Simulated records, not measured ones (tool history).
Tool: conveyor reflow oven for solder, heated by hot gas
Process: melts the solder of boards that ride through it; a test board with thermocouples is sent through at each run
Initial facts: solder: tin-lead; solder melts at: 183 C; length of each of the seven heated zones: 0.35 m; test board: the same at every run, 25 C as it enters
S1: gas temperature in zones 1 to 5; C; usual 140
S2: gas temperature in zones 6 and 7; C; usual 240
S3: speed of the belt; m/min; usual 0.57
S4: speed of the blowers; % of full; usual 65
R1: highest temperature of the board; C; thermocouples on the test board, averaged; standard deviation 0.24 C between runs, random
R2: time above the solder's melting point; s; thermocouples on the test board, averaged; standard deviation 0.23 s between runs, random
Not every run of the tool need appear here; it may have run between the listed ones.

run 1 hour=0 | S1=140 S2=240 S3=0.57 S4=65 | R1=221.6 R2=58.4
run 2 hour=27.6 | S1=140 S2=240 S3=0.57 S4=76 | R1=224 R2=60.1
run 3 hour=57.8 | S1=140 S2=240 S3=0.57 S4=76 | R1=224 R2=60.5
run 4 hour=79.6 | S1=140 S2=240 S3=0.57 S4=65 | R1=221.4 R2=58.2
run 5 hour=94.1 | S1=140 S2=240 S3=0.57 S4=65 | R1=221.1 R2=58.9
run 6 hour=116.6 | S1=140 S2=240 S3=0.57 S4=65 | R1=221.1 R2=58.5
run 7 hour=143.2 | S1=140 S2=240 S3=0.613 S4=65 | R1=218.7 R2=52.2
run 8 hour=172.8 | S1=140 S2=240 S3=0.613 S4=82 | R1=221.7 R2=54.6
run 9 hour=202.5 | S1=140 S2=240 S3=0.57 S4=65 | R1=221.2 R2=58.1
run 10 hour=229.6 | S1=140 S2=240 S3=0.592 S4=65 | R1=219.5 R2=54.7
run 11 hour=255.2 | S1=140 S2=240 S3=0.57 S4=72 | R1=222.1 R2=59.3
run 12 hour=280.6 | S1=140 S2=240 S3=0.57 S4=65 | R1=220.6 R2=58.1
run 13 hour=306.4 | S1=140 S2=240 S3=0.57 S4=65 | R1=221 R2=57.7
-- hour=320.5 flux residue cleaned out of gas plates and filters
run 14 hour=340.5 | S1=140 S2=240 S3=0.57 S4=84 | R1=226 R2=61.8
run 15 hour=358.7 | S1=140 S2=240 S3=0.57 S4=84 | R1=226.2 R2=61.9
run 16 hour=384.4 | S1=149 S2=242 S3=0.57 S4=79 | R1=228.7 R2=66.7
run 17 hour=400.3 | S1=149 S2=242 S3=0.57 S4=79 | R1=228.8 R2=66.7
-- hour=411.1 thermocouples of zones 6 and 7 changed
run 18 hour=423.9 | S1=129 S2=248 S3=0.512 S4=57 | R1=227.2 R2=66.3
run 19 hour=456.8 | S1=129 S2=248 S3=0.512 S4=57 | R1=227.1 R2=66.1
run 20 hour=488.2 | S1=150 S2=248 S3=0.651 S4=86 | R1=228.3 R2=58.6
run 21 hour=513.8 | S1=150 S2=248 S3=0.651 S4=86 | R1=227.7 R2=57.8
run 22 hour=533.5 | S1=153 S2=235 S3=0.572 S4=54 | R1=216 R2=58.9
run 23 hour=566.3 | S1=129 S2=240 S3=0.57 S4=65 | R1=217.3 R2=52.3
run 24 hour=582.3 | S1=127 S2=240 S3=0.57 S4=65 | R1=216.8 R2=50.7
run 25 hour=615.6 | S1=127 S2=240 S3=0.57 S4=65 | R1=216.9 R2=51
run 26 hour=647.4 | S1=127 S2=240 S3=0.57 S4=65 | R1=216.7 R2=50.7
run 27 hour=672.7 | S1=140 S2=245 S3=0.57 S4=65 | R1=223.5 R2=60.1
run 28 hour=687.8 | S1=141 S2=250 S3=0.57 S4=65 | R1=227.9 R2=63.2
run 29 hour=702.4 | S1=133 S2=240 S3=0.493 S4=62 | R1=222.9 R2=67

What if the next run were any one of these 3? Each begins from the tool's condition after run 29:
run A hour=728.9 | S1=140 S2=240 S3=0.504 S4=65 | R1=? R2=?
run B hour=728.9 | S1=147 S2=242 S3=0.57 S4=66 | R1=? R2=?
run C hour=728.9 | S1=134 S2=240 S3=0.481 S4=81 | R1=? R2=?

run=A R1=223.5 R2=68.4
run=B R1=222.6 R2=62.1
run=C R1=226.3 R2=72.2
What these runs would have given with no unlogged condition in the tool:
run=A R1=225 R2=69.3
run=B R1=224.3 R2=63
run=C R1=227.9 R2=73.1
